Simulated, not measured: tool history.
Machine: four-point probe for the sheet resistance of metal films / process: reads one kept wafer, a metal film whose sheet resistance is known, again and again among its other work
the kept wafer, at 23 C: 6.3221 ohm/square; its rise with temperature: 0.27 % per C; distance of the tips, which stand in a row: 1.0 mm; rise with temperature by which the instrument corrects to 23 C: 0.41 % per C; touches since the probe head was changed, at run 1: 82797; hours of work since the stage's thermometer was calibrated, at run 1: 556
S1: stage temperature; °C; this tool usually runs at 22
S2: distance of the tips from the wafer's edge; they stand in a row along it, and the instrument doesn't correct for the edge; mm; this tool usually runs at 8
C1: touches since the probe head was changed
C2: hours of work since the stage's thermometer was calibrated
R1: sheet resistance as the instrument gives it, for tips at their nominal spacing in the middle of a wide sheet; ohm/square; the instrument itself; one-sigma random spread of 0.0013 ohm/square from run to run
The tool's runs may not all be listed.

| run | hour | S1 | S2 | C1 | C2 | R1 |
|---|---|---|---|---|---|---|
| 1 | 0.0 | 22 | 8 | 82797 | 556 | 6.445014 |
| 2 | 32.7 | 22 | 25 | 84264 | 575 | 6.397794 |
| 3 | 83.4 | 22 | 7 | 86543 | 604 | 6.462368 |
| 4 | 130.1 | 22 | 7 | 88638 | 631 | 6.464508 |
| 5 | 155.8 | 22 | 6 | 89795 | 646 | 6.490179 |
| 6 | 198.4 | 33 | 8 | 91709 | 670 | 6.352361 |
| 7 | 239.3 | 33 | 20 | 93545 | 694 | 6.311442 |
| 8 | 296.5 | 33 | 20 | 96115 | 727 | 6.311790 |
|  | 315.7 | new probe head fitted |
| 9 | 321.4 | 22 | 8 | 257 | 740 | 6.398842 |
| 10 | 372.9 | 22 | 8 | 2568 | 770 | 6.400822 |
| 11 | 421.2 | 22 | 8 | 4741 | 798 | 6.404614 |
| 12 | 471.6 | 22 | 8 | 7003 | 827 | 6.405317 |
| 13 | 518.5 | 22 | 8 | 9109 | 854 | 6.405669 |
| 14 | 558.1 | 22 | 31 | 10888 | 877 | 6.361016 |
| 15 | 601.7 | 22 | 31 | 12847 | 902 | 6.360719 |
| 16 | 633.8 | 22 | 18 | 14288 | 920 | 6.368194 |
| 17 | 691.6 | 22 | 18 | 16883 | 953 | 6.372745 |
| 18 | 732.2 | 22 | 18 | 18708 | 977 | 6.372325 |
| 19 | 761.1 | 22 | 18 | 20007 | 993 | 6.372068 |
| 20 | 796.7 | 22 | 63 | 21605 | 1014 | 6.368317 |
| 21 | 841.0 | 22 | 63 | 23597 | 1039 | 6.369175 |
| 22 | 880.4 | 22 | 63 | 25364 | 1062 | 6.370521 |
| 23 | 912.6 | 27 | 12 | 26811 | 1080 | 6.348137 |
| 24 | 963.1 | 19 | 10 | 29078 | 1110 | 6.435400 |
| 25 | 987.6 | 22 | 8 | 30180 | 1124 | 6.425441 |
| 26 | 1020.0 | 18 | 9 | 31634 | 1142 | 6.453711 |
| 27 | 1055.7 | 22 | 40 | 33238 | 1163 | 6.377498 |
| 28 | 1089.3 | 25 | 69 | 34749 | 1182 | 6.352947 |
| 29 | 1134.3 | 22 | 21 | 36769 | 1208 | 6.384285 |
| 30 | 1168.0 | 22 | 21 | 38282 | 1227 | 6.386672 |
| 31 | 1204.7 | 22 | 21 | 39932 | 1248 | 6.390580 |
| 32 | 1228.5 | 24 | 21 | 41003 | 1262 | 6.370758 |
| 33 | 1277.5 | 27 | 4 | 43204 | 1290 | 6.542816 |
| 34 | 1320.0 | 19 | 44 | 45113 | 1315 | 6.412328 |
| 35 | 1349.3 | 30 | 13 | 46425 | 1332 | 6.333845 |
| 36 | 1385.5 | 21 | 54 | 48054 | 1352 | 6.398390 |
| 37 | 1424.6 | 27 | 57 | 49809 | 1375 | 6.348408 |
| 38 | 1476.7 | 19 | 3 | 52148 | 1405 | 6.781171 |
| 39 | 1529.0 | 21 | 14 | 54500 | 1435 | 6.419645 |
| 40 | 1554.4 | 33 | 6 | 55641 | 1450 | 6.388324 |
| 41 | 1595.6 | 26 | 13 | 57492 | 1473 | 6.380580 |
| 42 | 1622.7 | 19 | 11 | 58709 | 1489 | 6.456195 |
| 43 | 1668.4 | 30 | 28 | 60759 | 1515 | 6.331638 |
| 44 | 1696.8 | 27 | 7 | 62036 | 1532 | 6.426989 |

Across each entry between runs, compare the hidden state at the last listed run before it with the hidden state at the first listed run after it:
After run 8, before run 9: new probe head fitted (hour 315.7)
  inner tips' distance over the nominal, %: 0.959 -> 0.154; tips' flats over new ones', %: 133 -> 0
  measured less the result without the state, R1: +0.069096 -> +0.015177 ohm/square
